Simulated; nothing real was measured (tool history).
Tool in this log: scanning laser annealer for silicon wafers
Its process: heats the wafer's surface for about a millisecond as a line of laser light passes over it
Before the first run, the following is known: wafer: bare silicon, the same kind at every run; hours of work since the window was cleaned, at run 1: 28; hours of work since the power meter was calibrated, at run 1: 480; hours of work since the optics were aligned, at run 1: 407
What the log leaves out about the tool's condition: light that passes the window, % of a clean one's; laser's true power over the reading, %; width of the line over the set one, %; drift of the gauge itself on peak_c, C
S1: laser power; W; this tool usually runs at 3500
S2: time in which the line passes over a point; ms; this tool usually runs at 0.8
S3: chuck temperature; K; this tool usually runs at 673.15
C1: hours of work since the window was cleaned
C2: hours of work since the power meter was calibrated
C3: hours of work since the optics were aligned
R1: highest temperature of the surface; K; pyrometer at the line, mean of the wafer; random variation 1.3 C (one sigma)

run   hour    S1     S2      S3   C1   C2   C3       R1
  1      0  3500    0.8  673.15   28  480  407  1397.15
  2    9.7  3500    0.8  673.15   35  487  413  1396.15
  3   27.6  3500    0.8  673.15   47  499  426  1394.15
  4   49.1  3500    0.8  673.15   62  513  440  1396.15
  5   65.8  3500    0.8  673.15   73  525  452  1397.15
  6   75.6  3500    0.8  673.15   80  532  458  1395.15
  7   91.6  3500    0.8  673.15   91  542  469  1398.15
  8  104.8  3500    0.8  673.15  100  551  478  1397.15
  9  127.1  3500    0.8  673.15  115  567  494  1397.15
 10  148.9  3817    0.8  673.15  130  582  508  1472.15
 11  160.8  3817   0.85  673.15  138  590  517  1498.15
 12  173.5  3500  0.758  673.15  147  598  525  1377.15
 13  187.1  3500  0.758  673.15  156  608  534  1378.15
 14  196.7  3724  0.758  663.15  162  614  541  1420.15
 15  212.6  3499   0.63  663.15  173  625  552  1307.15
 16    223  3499   0.63  663.15  180  632  559  1306.15
 17  235.7  3059    0.8  663.15  189  641  568  1282.15
 18  249.9  3587  0.694  673.15  199  650  577  1367.15
 19  261.5  3587  0.694  673.15  207  658  585  1368.15
 20  280.2  3330  0.595  699.15  219  671  598  1290.15
 21  296.7  2980  0.571  673.15  231  682  609  1183.15
 22    317  2980  0.571  673.15  244  696  623  1184.15
 23  336.5  3402    0.8  692.15  258  709  636  1391.15
 24  357.1  3830  0.968  673.15  272  723  650  1553.15
 25  377.8  3434  0.949  673.15  286  738  665  1444.15
 26    399  3434  0.949  673.15  300  752  679  1445.15

Forecast each of these 4 alternatives for the next run:
  A  417.9  3827  0.795  673.15  313  765  692   ?
  B  417.9  3776  0.818  673.15  313  765  692   ?
  C  417.9  3021    0.8  673.15  313  765  692   ?
  D  417.9  3121  0.832  673.15  313  765  692   ?

run       R1
  A  1470.15
  B  1470.15
  C  1281.15
  D  1320.15
Stripped of hidden state, with their random variation kept, the same runs would have yielded:
run       R1
  A  1471.15
  B  1470.15
  C  1282.15
  D  1321.15
